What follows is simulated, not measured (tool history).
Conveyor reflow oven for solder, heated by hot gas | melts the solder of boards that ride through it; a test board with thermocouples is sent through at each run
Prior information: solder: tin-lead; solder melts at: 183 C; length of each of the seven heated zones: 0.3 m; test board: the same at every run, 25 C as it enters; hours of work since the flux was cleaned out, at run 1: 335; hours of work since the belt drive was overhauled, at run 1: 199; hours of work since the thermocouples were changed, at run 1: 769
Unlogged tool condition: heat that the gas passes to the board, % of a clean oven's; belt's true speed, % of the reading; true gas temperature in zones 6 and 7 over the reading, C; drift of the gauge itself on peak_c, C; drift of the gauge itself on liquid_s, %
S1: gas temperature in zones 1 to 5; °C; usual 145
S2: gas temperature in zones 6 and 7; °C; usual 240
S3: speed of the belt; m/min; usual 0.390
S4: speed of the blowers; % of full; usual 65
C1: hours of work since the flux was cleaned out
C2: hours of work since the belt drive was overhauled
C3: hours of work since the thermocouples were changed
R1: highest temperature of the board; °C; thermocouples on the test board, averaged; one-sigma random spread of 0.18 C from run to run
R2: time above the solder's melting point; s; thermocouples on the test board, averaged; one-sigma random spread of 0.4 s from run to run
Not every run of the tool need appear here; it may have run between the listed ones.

Run 1, day 0.000: usual settings; C1 335; C2 199; C3 769. Result: R1 228.1 °C, R2 81.6 s.
Run 2, day 0.817: usual settings; C1 343; C2 208; C3 777. Result: R1 228.3 °C, R2 81.7 s.
Run 3, day 1.367: usual settings; C1 349; C2 213; C3 783. Result: R1 228.2 °C, R2 81.5 s.
Run 4, day 1.796: usual settings; C1 353; C2 218; C3 787. Result: R1 227.8 °C, R2 81.8 s.
Run 5, day 2.379: usual settings; C1 359; C2 224; C3 793. Result: R1 228.1 °C, R2 81.7 s.
At day 3.029: flux residue cleaned out of gas plates and filters.
Run 6, day 3.488: usual settings; C1 5; C2 233; C3 803. Result: R1 230.0 °C, R2 82.7 s.
Run 7, day 4.400: usual settings but S1 134 °C; C1 14; C2 242; C3 812. Result: R1 228.4 °C, R2 77.5 s.
Run 8, day 4.917: usual settings; C1 19; C2 248; C3 817. Result: R1 230.0 °C, R2 82.9 s.
Run 9, day 5.867: usual settings; C1 29; C2 257; C3 827. Result: R1 230.1 °C, R2 82.7 s.
Run 10, day 6.500: usual settings; C1 36; C2 264; C3 834. Result: R1 230.0 °C, R2 83.3 s.
Run 11, day 7.354: usual settings; C1 44; C2 273; C3 842. Result: R1 230.2 °C, R2 83.3 s.
Run 12, day 7.775: usual settings; C1 49; C2 277; C3 847. Result: R1 230.3 °C, R2 84.4 s.
Run 13, day 8.304: usual settings; C1 54; C2 282; C3 852. Result: R1 230.0 °C, R2 82.7 s.

Predict the results of run 14:
Run 14, day 9.108: usual settings but S1 144 °C, S2 255 °C, S3 0.313 m/min, S4 80 % of full; C1 62; C2 291; C3 860. Result: R1 ?, R2 ?.

Run 14 measured R1 250.8 °C, R2 114.7 s.
On a tool with no hidden condition, and with the same random variation, this run would have come out at R1 248.5 °C, R2 112.9 s.

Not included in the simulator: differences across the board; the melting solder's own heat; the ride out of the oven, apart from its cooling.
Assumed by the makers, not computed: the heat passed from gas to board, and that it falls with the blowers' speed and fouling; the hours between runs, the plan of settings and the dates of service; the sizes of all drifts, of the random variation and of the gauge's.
